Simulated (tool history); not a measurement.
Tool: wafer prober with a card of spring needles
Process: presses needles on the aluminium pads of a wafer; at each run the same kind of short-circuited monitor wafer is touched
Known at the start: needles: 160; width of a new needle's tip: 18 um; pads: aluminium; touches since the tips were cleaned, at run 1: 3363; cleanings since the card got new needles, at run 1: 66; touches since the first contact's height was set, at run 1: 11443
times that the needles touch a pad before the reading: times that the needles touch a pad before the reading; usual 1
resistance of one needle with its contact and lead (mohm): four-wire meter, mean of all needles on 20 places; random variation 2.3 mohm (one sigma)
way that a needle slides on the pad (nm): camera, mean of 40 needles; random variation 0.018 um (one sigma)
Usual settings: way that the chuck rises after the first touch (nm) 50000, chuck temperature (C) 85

run	hour	way that the chuck rises after the first touch (nm)	chuck temperature (C)	times that the needles touch a pad before the reading	touches since the tips were cleaned	cleanings since the card got new needles	touches since the first contact's height was set	resistance of one needle with its contact and lead (mohm)	way that a needle slides on the pad (nm)
1	0.0	50000	85	1	3363	66	11443	704	7770
# hour 6.6: tips cleaned on abrasive film
# hour 23.1: tips cleaned on abrasive film
# hour 39.5: tips cleaned on abrasive film
# hour 56.0: tips cleaned on abrasive film
2	56.4	50000	85	1	199	70	34533	369	7720
# hour 69.6: tips cleaned on abrasive film
# hour 82.8: tips cleaned on abrasive film
# hour 99.2: tips cleaned on abrasive film
3	109.4	50000	85	1	4188	73	56224	902	7730
# hour 112.8: tips cleaned on abrasive film
# hour 129.2: tips cleaned on abrasive film
# hour 142.4: tips cleaned on abrasive film
4	151.6	50000	85	1	3781	76	73471	888	7650
# hour 158.2: tips cleaned on abrasive film
# hour 174.6: tips cleaned on abrasive film
# hour 191.1: tips cleaned on abrasive film
# hour 207.5: tips cleaned on abrasive film
5	213.6	50000	85	1	2508	80	98869	780	7620
# hour 223.5: tips cleaned on abrasive film
# hour 239.9: tips cleaned on abrasive film
# hour 253.6: tips cleaned on abrasive film
6	253.6	50000	85	2	0	83	115239	313	7590
# hour 270.1: tips cleaned on abrasive film
# hour 286.5: tips cleaned on abrasive film
7	298.5	50000	85	2	4948	85	133651	723	7520
# hour 301.9: tips cleaned on abrasive film, once more
# hour 318.3: tips cleaned on abrasive film
# hour 331.5: tips cleaned on abrasive film
# hour 347.9: tips cleaned on abrasive film
8	360.9	50000	85	2	5343	89	159192	755	7530
# hour 364.3: tips cleaned on abrasive film
# hour 380.7: tips cleaned on abrasive film
# hour 397.2: tips cleaned on abrasive film
9	400.4	50000	85	2	1350	92	175354	480	7490
# hour 410.5: tips cleaned on abrasive film
# hour 426.9: tips cleaned on abrasive film
# hour 443.4: tips cleaned on abrasive film
10	453.5	50000	28	2	4176	95	197086	736	7480
# hour 456.9: tips cleaned on abrasive film
# hour 473.3: tips cleaned on abrasive film
# hour 486.7: height of the first contact set anew
# hour 490.0: tips cleaned on abrasive film
# hour 506.5: tips cleaned on abrasive film
# hour 520.9: tips cleaned on abrasive film
11	520.9	50000	85	1	0	100	13975	317	7750
# hour 534.1: tips cleaned on abrasive film
# hour 550.5: tips cleaned on abrasive film
# hour 567.0: tips cleaned on abrasive film
# hour 583.4: tips cleaned on abrasive film
12	588.3	33000	37	2	2003	104	41563	892	5040
# hour 598.2: tips cleaned on abrasive film
# hour 614.6: tips cleaned on abrasive film
# hour 631.0: tips cleaned on abrasive film
# hour 647.5: tips cleaned on abrasive film
13	654.6	50000	85	2	2913	108	68713	577	7660
# hour 661.2: tips cleaned on abrasive film
# hour 674.4: tips cleaned on abrasive film
# hour 690.8: tips cleaned on abrasive film
# hour 706.2: tips cleaned on abrasive film
14	706.2	50000	85	2	0	112	89842	323	7610
# hour 722.7: tips cleaned on abrasive film
# hour 739.1: tips cleaned on abrasive film
15	741.4	61000	81	1	929	114	104236	455	9310
# hour 754.5: tips cleaned on abrasive film
# hour 771.0: tips cleaned on abrasive film
# hour 787.4: tips cleaned on abrasive film
# hour 800.6: tips cleaned on abrasive film
# hour 817.0: tips cleaned on abrasive film
16	819.3	61000	81	1	935	119	136141	447	9240
# hour 832.5: tips cleaned on abrasive film
# hour 848.9: tips cleaned on abrasive film
# hour 865.4: tips cleaned on abrasive film
# hour 881.8: tips cleaned on abrasive film
17	881.8	50000	71	1	4	123	161730	339	7540
# hour 895.0: tips cleaned on abrasive film
# hour 911.5: tips cleaned on abrasive film
# hour 927.9: tips cleaned on abrasive film
# hour 944.2: tips cleaned on abrasive film
18	944.2	50000	71	1	0	127	187280	321	7440
# hour 960.7: tips cleaned on abrasive film
# hour 977.1: tips cleaned on abrasive film
# hour 990.3: tips cleaned on abrasive film
# hour 1000.4: height of the first contact set anew
# hour 1007.0: tips cleaned on abrasive film
19	1010.3	69000	38	2	1337	131	4030	352	10710
# hour 1023.5: tips cleaned on abrasive film
# hour 1039.9: tips cleaned on abrasive film
# hour 1056.3: tips cleaned on abrasive film
# hour 1072.8: tips cleaned on abrasive film
# hour 1086.5: tips cleaned on abrasive film
20	1086.5	69000	26	2	0	136	35214	264	10660
# hour 1102.9: tips cleaned on abrasive film
# hour 1119.3: tips cleaned on abrasive film
# hour 1135.8: tips cleaned on abrasive film
# hour 1152.2: tips cleaned on abrasive film
# hour 1167.3: tips cleaned on abrasive film
21	1167.3	33000	82	2	0	141	68291	395	5010
# hour 1180.4: tips cleaned on abrasive film
# hour 1196.9: tips cleaned on abrasive film
22	1203.6	34000	82	2	2779	143	83190	968	5150

4 ways to go on from here, each from the tool as it stands after run 22. What would each give?
# hour 1210.3: tips cleaned on abrasive film
# hour 1223.5: tips cleaned on abrasive film
# hour 1239.9: tips cleaned on abrasive film
# hour 1256.3: tips cleaned on abrasive film
# hour 1269.5: tips cleaned on abrasive film
A	1270.7	44000	80	1	489	148	110622	?	?
# hour 1210.3: tips cleaned on abrasive film
# hour 1223.5: tips cleaned on abrasive film
# hour 1239.9: tips cleaned on abrasive film
# hour 1256.3: tips cleaned on abrasive film
# hour 1269.5: tips cleaned on abrasive film
B	1270.7	66000	85	1	489	148	110622	?	?
# hour 1210.3: tips cleaned on abrasive film
# hour 1223.5: tips cleaned on abrasive film
# hour 1239.9: tips cleaned on abrasive film
# hour 1256.3: tips cleaned on abrasive film
# hour 1269.5: tips cleaned on abrasive film
C	1270.7	39000	29	1	489	148	110622	?	?
# hour 1210.3: tips cleaned on abrasive film
# hour 1223.5: tips cleaned on abrasive film
# hour 1239.9: tips cleaned on abrasive film
# hour 1256.3: tips cleaned on abrasive film
# hour 1269.5: tips cleaned on abrasive film
D	1270.7	54000	82	2	489	148	110622	?	?

run	resistance of one needle with its contact and lead (mohm)	way that a needle slides on the pad (nm)
A	500	6650
B	361	10070
C	568	5900
D	351	8270
Without the tool's hidden state the same runs would have given:
run	resistance of one needle with its contact and lead (mohm)	way that a needle slides on the pad (nm)
A	265	6830
B	252	10250
C	251	6080
D	253	8450

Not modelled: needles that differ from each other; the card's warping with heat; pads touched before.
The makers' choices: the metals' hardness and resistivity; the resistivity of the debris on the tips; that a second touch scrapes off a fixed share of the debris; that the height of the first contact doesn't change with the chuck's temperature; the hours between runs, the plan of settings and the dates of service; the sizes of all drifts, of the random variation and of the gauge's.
